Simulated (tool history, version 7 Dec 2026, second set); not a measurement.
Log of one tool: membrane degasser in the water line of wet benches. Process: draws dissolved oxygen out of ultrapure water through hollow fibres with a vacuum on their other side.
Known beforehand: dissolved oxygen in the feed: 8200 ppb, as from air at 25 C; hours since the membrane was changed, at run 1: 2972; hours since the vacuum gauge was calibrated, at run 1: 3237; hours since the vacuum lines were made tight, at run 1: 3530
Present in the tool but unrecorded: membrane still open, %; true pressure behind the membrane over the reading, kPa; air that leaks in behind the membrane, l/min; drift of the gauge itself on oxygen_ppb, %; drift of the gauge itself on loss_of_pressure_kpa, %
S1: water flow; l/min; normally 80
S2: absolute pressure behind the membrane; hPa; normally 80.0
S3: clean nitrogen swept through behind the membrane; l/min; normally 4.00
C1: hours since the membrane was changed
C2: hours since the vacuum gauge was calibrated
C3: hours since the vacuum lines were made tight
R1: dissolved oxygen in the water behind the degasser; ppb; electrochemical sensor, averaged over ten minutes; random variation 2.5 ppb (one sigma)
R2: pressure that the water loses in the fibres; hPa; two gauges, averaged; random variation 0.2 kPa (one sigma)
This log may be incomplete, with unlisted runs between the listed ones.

run	day	S1	S2	S3	C1	C2	C3	R1	R2
1	0.000	80	80.0	4.00	2972	3237	3530	257.5	454.3
2	3.867	80	80.0	4.00	3065	3330	3623	256.4	454.5
3	7.454	80	80.0	2.81	3151	3416	3709	337.0	453.0
4	11.750	80	80.0	1.89	3254	3519	3812	436.4	453.3
5	16.075	94	80.0	4.00	3358	3623	3916	338.6	530.8
6	20.042	59	80.0	4.00	3453	3718	4011	180.3	335.4
7	22.458	80	80.0	4.00	3511	3776	4069	264.9	454.7
8	25.150	80	80.0	4.00	3575	3840	4134	266.0	454.1
9	27.196	80	80.0	4.00	3624	3890	4183	263.2	454.9
10	31.717	80	80.0	4.00	3733	3998	4291	262.8	452.6
11	35.212	80	80.0	4.00	3817	4082	4375	261.0	454.9
12	39.200	80	80.0	4.00	3913	4178	4471	266.2	456.9
13	42.142	80	80.0	4.00	3983	4248	4542	266.5	456.6
14	44.112	80	80.0	4.00	4031	4296	4589	259.8	459.2
15	46.188	80	80.0	4.00	4080	4345	4639	267.5	454.6
16	48.771	80	120.2	5.31	4142	4407	4701	348.1	455.0
# day 49.212: vacuum gauge calibrated
17	51.083	80	120.2	5.31	4197	45	4756	354.5	455.3
18	55.458	80	112.8	8.62	4302	150	4861	230.5	457.0
19	57.412	80	112.8	8.62	4349	197	4908	230.5	456.5
20	60.750	109	164.1	2.10	4429	277	4988	1293.0	618.4
# day 61.112: vacuum gauge calibrated, once more
21	64.617	65	80.0	5.77	4522	84	5080	143.9	371.0
22	68.908	65	80.0	5.77	4625	187	5183	140.4	371.3
23	72.879	73	51.6	7.85	4720	282	5278	73.4	417.8
24	76.400	73	51.6	7.85	4804	367	5363	73.8	417.6
25	80.617	73	51.6	7.85	4906	468	5464	75.9	416.4
26	82.825	73	51.6	7.85	4959	521	5517	74.7	416.3
27	86.538	73	51.6	7.85	5048	610	5606	75.1	416.5
28	90.625	52	119.3	6.72	5146	708	5704	164.7	296.5
29	95.025	60	68.1	5.92	5251	814	5810	99.4	344.4
30	98.917	60	68.1	5.92	5345	907	5903	95.2	345.1

Hidden condition of the tool, last listed run before each entry between runs versus first listed run after:
In the gap between runs 16 and 17: vacuum gauge calibrated (day 49.212)
  true pressure behind the membrane over the reading, kPa: 0.23 -> 0.36; air that leaks in behind the membrane, l/min: 0.0107 -> 0.0108
  measured minus no-state result, R1: +11.1 -> +15.2 ppb; R2: +6.0 -> +6.1 hPa
In the gap between runs 20 and 21: vacuum gauge calibrated, once more (day 61.112)
  true pressure behind the membrane over the reading, kPa: 0.37 -> 0; air that leaks in behind the membrane, l/min: 0.0111 -> 0.0113
  measured minus no-state result, R1: +34.3 -> +1.9 ppb; R2: +8.7 -> +5.3 hPa
